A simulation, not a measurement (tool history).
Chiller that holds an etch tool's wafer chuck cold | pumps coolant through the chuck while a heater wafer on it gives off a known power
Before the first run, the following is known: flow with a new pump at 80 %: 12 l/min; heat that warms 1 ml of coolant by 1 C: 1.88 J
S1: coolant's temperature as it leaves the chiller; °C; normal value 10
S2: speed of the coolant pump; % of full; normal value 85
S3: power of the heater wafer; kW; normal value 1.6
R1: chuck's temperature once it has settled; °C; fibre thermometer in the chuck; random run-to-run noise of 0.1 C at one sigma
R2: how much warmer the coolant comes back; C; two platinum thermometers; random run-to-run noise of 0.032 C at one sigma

run,hour,S1,S2,S3,R1,R2
1,0,10,85,1.6,28.8,4.65
2,101.1,10,85,1.6,28.6,4.72
3,320,10,85,1.461,27.1,4.26
4,536.2,10,85,1.461,27.4,4.29
5,679.7,10,85,1.461,27.4,4.42
6,898.3,10,85,1.6,29.2,4.73
7,1069.6,10,85,0.958,21.4,2.83
8,1242.7,10,85,0.958,21.6,2.88
9,1439.7,10,85,0.958,21.5,2.87
10,1657.7,10,85,0.958,21.7,2.85
11,1770.3,10,85,1.401,27.1,4.21
12,1945,1,85,1.6,20.7,4.8
13,2091.1,10,61,1.6,36,7.11
14,2210.1,10,61,1.6,36.4,7.15
15,2349.1,10,93,1.6,28.6,4.4
16,2530.1,1,93,1.6,19.7,4.43
# hour 2593.8: coolant pump overhauled
17,2640.1,18,69,0.918,32.5,3.86
18,2793.5,19,85,2.136,47.8,7.08
# hour 3029.9: coolant pump overhauled, once more
19,3029.9,19,85,1.793,38.6,4.44
20,3195.3,19,85,1.669,37.6,4.2
21,3366.4,16,62,1.669,39.9,6.02
22,3580.6,16,62,1.669,39.9,6.07
23,3797.1,16,62,1.669,40.3,6.05
24,3901.1,2,68,0.976,14.9,3.18
# hour 4000.3: chiller's thermometer calibrated
25,4129.1,5,90,1.6,22.8,3.84
26,4231.5,5,90,1.6,23,3.87
27,4342.5,5,90,1.6,22.9,3.81
28,4490.9,5,90,1.6,23.1,3.85
29,4598.1,12,67,1.86,38.7,6.29
30,4788.4,18,69,1.6,40.7,5.19
31,4883.8,11,85,1.114,24.1,2.88

Some steps in R1 between neighbouring runs. How much of each would the tool show without its hidden state too (settings, what came in, random variation), and how much is left for the hidden state, with any gauge scatter that isn't in both results?
Hidden conditions of the tool in this case: heat passed by the chuck's channels, % of clean ones'; flow at a given pump speed, % of a new pump's; coolant's true temperature over the reading, C; drift of the gauge itself on chuck_c, C; drift of the gauge itself on warmer_back_c, C.
Run 14 -> 15: S2 61 -> 93. R1 -7.8 °C: hidden state -1.8, all else -6.
Run 17 -> 18: S1 18 -> 19, S2 69 -> 85, S3 0.918 -> 2.136. R1 +15.3 °C: hidden state +4.2, all else +11.1.
Run 18 -> 19: S3 2.136 -> 1.793, coolant pump overhauled, once more. R1 -9.2 °C: hidden state -5.8, all else -3.4.
Run 23 -> 24: S1 16 -> 2, S2 62 -> 68, S3 1.669 -> 0.976. R1 -25.4 °C: hidden state -1.6, all else -23.8.
Run 28 -> 29: S1 5 -> 12, S2 90 -> 67, S3 1.6 -> 1.86. R1 +15.6 °C: hidden state +1.5, all else +14.1.
Run 30 -> 31: S1 18 -> 11, S2 69 -> 85, S3 1.6 -> 1.114. R1 -16.6 °C: hidden state -1.6, all else -15.

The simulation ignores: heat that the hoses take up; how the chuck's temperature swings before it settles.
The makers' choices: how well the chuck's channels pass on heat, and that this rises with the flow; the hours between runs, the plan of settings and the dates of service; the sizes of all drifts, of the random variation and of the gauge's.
